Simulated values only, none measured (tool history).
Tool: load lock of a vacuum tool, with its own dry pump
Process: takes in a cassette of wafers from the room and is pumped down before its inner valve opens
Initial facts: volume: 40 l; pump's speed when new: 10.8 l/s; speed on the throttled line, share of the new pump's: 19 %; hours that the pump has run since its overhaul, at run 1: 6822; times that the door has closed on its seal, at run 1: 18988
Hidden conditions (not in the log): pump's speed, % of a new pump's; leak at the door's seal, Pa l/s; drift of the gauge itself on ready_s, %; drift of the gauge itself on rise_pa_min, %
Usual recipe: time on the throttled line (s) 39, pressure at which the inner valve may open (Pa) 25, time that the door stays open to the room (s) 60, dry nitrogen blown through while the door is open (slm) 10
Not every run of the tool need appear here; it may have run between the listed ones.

run,hour,time on the throttled line (s),pressure at which the inner valve may open (Pa),time that the door stays open to the room (s),dry nitrogen blown through while the door is open (slm),hours that the pump has run since its overhaul,times that the door has closed on its seal,"incoming humidity of the room's air, %",time from the closed door until the inner valve may open (s),rise of the pressure with all valves shut (Pa/min)
1,0.0,39,25,60,10,6822,18988,40.8,62.1,0.030
2,163.9,39,25,60,10,6985,19587,41.5,63.0,0.032
3,358.2,39,25,60,10,7180,20298,45.8,62.4,0.029
4,464.4,39,25,60,10,7286,20686,45.1,62.0,0.027
5,567.1,39,32,60,10,7389,21061,46.2,61.2,0.032
6,703.1,39,25,60,6,7525,21558,46.3,62.3,0.033
7,857.4,39,25,60,6,7679,22122,42.1,62.4,0.025
8,1064.2,39,43,60,10,7886,22878,45.2,59.9,0.026
9,1192.3,39,43,60,10,8014,23347,46.0,60.2,0.034
10,1284.2,39,43,60,10,8106,23683,46.0,60.2,0.035
11,1395.7,39,43,60,10,8217,24090,43.1,60.2,0.028
12,1546.9,39,43,60,10,8368,24643,44.4,60.8,0.027
13,1719.4,39,43,60,10,8541,25273,47.1,60.6,0.030
14,1898.7,39,25,60,7,8720,25929,45.3,62.5,0.032
# hour 2031.2: door's seal changed, seat wiped
15,2052.7,39,25,60,7,8873,78,45.3,62.3,0.035
16,2187.9,39,25,60,37,9008,572,46.0,62.7,0.012
17,2352.3,39,25,60,37,9172,1173,43.3,62.1,0.018
18,2502.6,39,25,28,10,9323,1723,45.2,61.9,0.017
19,2605.1,39,35,60,17,9425,2097,44.2,61.6,0.022
20,2804.8,28,35,148,17,9625,2828,45.0,52.8,0.044
21,2895.9,28,35,148,17,9716,3160,44.6,52.7,0.048
22,3096.3,30,35,148,17,9916,3893,42.7,54.3,0.037
23,3230.5,30,32,148,5,10051,4384,43.1,54.8,0.064
24,3361.7,30,32,148,5,10182,4863,48.3,54.1,0.067
25,3507.3,30,22,50,5,10327,5396,46.4,55.1,0.028
26,3641.9,30,22,50,5,10462,5887,43.6,56.2,0.028
27,3770.7,63,25,106,10,10591,6358,46.2,81.7,0.043
28,3952.4,39,25,60,16,10772,7022,49.7,61.6,0.027
29,4047.3,39,30,102,16,10867,7369,43.3,60.9,0.037
30,4227.6,39,38,41,10,11048,8028,43.7,61.0,0.026
31,4327.8,26,24,60,10,11148,8395,43.8,51.1,0.024
32,4471.1,74,19,74,14,11291,8918,44.7,91.8,0.030
33,4581.1,77,19,87,14,11401,9320,46.2,94.7,0.034
34,4787.6,24,25,60,5,11608,10075,44.9,49.9,0.035
35,4900.4,28,20,155,9,11720,10488,46.0,54.4,0.061
36,5008.8,28,20,155,7,11829,10884,44.8,54.2,0.064

Difference, measured minus no-hidden-state, one row per run. Run-to-run variation is common to both terms; the gauge's own scatter need not be:
run,rise of the pressure with all valves shut (Pa/min)
1,+0.001
2,+0.002
3,+0.002
4,+0.002
5,+0.001
6,+0.001
7,+0.002
8,+0.002
9,+0.002
10,+0.002
11,+0.002
12,+0.002
13,+0.003
14,+0.002
15,+0.000
16,+0.000
17,+0.000
18,+0.000
19,+0.000
20,+0.000
21,+0.001
22,+0.000
23,+0.000
24,+0.000
25,+0.000
26,+0.001
27,+0.001
28,+0.000
29,+0.000
30,+0.000
31,+0.001
32,+0.000
33,+0.000
34,+0.001
35,+0.001
36,+0.001
time from the closed door until the inner valve may open (s): at most 0.1 away from the measurement, every run.

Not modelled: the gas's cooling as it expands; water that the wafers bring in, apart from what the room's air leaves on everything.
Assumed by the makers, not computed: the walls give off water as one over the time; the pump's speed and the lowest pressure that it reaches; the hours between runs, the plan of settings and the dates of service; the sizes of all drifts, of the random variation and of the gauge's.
